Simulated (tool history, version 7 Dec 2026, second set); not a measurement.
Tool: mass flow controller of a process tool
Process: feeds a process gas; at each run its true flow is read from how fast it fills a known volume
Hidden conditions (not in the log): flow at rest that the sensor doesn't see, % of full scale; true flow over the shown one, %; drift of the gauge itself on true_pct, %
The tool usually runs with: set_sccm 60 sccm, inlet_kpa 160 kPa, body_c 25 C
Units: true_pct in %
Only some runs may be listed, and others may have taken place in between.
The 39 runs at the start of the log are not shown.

run	hour	set_sccm	inlet_kpa	body_c	hours of work since the controller was set to zero	hours of work since the controller was changed	true_pct
40	10260.2	39	174	27	1853	1853	97.55
41	10511.1	39	174	27	2029	2029	97.58
42	10819.5	39	174	27	2245	2245	97.33
43	11017.7	17	160	30	2384	2384	95.02
44	11182	65	201	26	2499	2499	98.76
45	11471	60	183	37	2701	2701	97.23
46	11706.8	10	183	36	2866	2866	91.94
47	11858.5	18	183	36	2973	2973	94.1
48	12022.3	18	183	36	3088	3088	94.08

3 options for the next run, each taken on its own from the tool as it stands now. Forecast them:
A	12265.9	69	160	25	3258	3258	?
B	12265.9	17	221	31	3258	3258	?
C	12265.9	69	160	25	3258	3258	?

run	true_pct
A	99.05
B	94.3
C	98.91
Without the tool's hidden state the same runs would have given:
run	true_pct
A	99.19
B	96.79
C	99.06
